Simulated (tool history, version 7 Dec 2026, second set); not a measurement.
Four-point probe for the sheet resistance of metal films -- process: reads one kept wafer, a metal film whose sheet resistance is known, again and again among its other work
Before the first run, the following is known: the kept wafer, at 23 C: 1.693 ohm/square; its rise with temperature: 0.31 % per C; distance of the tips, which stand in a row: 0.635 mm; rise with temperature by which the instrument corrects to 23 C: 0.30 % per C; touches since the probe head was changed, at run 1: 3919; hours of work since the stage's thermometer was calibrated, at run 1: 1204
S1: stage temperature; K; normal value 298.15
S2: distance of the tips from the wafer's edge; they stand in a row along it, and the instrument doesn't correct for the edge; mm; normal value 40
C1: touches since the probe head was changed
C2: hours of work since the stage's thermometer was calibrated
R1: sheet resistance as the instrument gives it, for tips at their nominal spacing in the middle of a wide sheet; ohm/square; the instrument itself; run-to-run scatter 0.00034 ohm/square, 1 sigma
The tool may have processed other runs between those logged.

run,hour,S1,S2,C1,C2,R1
1,0.0,298.15,40,3919,1204,1.693765
2,17.8,298.15,40,4360,1215,1.694461
3,29.3,298.15,40,4646,1223,1.693603
4,47.3,297.15,40,5091,1234,1.693346
5,61.7,298.15,26,5448,1243,1.694007
6,79.0,298.15,40,5875,1253,1.693482
7,90.4,298.15,40,6158,1261,1.692947
8,106.6,304.15,4,6558,1271,1.716374
9,126.2,293.15,7,7044,1283,1.700448
10,143.7,307.15,19,7479,1294,1.695651
# hour 145.7: stage's thermometer calibrated
11,161.7,293.15,12,7912,10,1.694986
12,178.1,293.15,12,8317,20,1.694483
13,189.3,293.15,12,8595,27,1.694359

5 ways to go on from here, each from the tool as it stands after run 13. What would each give?
A,206.9,298.15,6,9031,38,?
B,206.9,302.15,24,9031,38,?
C,206.9,298.15,7,9031,38,?
D,206.9,293.15,11,9031,38,?
E,206.9,305.15,24,9031,38,?

run,R1
A,1.703213
B,1.694108
C,1.700449
D,1.694847
E,1.694126
Without the tool's hidden state the same runs would have given:
run,R1
A,1.703756
B,1.694617
C,1.700991
D,1.695424
E,1.694613
